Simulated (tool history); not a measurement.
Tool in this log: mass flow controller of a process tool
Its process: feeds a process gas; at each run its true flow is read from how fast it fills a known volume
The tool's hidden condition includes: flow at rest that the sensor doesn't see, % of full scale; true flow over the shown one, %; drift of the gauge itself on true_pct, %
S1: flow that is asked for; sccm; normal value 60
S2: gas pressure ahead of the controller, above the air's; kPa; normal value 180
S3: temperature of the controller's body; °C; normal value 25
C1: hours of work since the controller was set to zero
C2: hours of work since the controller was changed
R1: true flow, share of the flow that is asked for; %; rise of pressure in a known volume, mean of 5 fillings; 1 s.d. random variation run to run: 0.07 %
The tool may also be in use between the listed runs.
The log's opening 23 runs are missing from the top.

| run | hour | S1 | S2 | S3 | C1 | C2 | R1 |
|---|---|---|---|---|---|---|---|
| 24 | 4348.5 | 170 | 249 | 36 | 3502 | 3502 | 100.64 |
| 25 | 4507.4 | 165 | 210 | 26 | 3611 | 3611 | 100.51 |
| 26 | 4734.0 | 66 | 200 | 27 | 3768 | 3768 | 100.42 |
| 27 | 4939.9 | 66 | 197 | 23 | 3910 | 3910 | 100.52 |
| 28 | 5112.0 | 60 | 180 | 35 | 4029 | 4029 | 100.94 |
| 29 | 5264.1 | 60 | 180 | 35 | 4134 | 4134 | 101.12 |
| 30 | 5468.6 | 60 | 218 | 34 | 4275 | 4275 | 100.92 |
| 31 | 5630.2 | 60 | 218 | 34 | 4387 | 4387 | 100.98 |
| 32 | 5769.7 | 91 | 144 | 26 | 4483 | 4483 | 100.97 |

Expected results for the next run?
| 33 | 5897.7 | 22 | 149 | 26 | 4571 | 4571 | ? |

Run 33 produced R1 102.55 %.
Minus the tool's unlogged condition, the same run would have read R1 99.30 %.
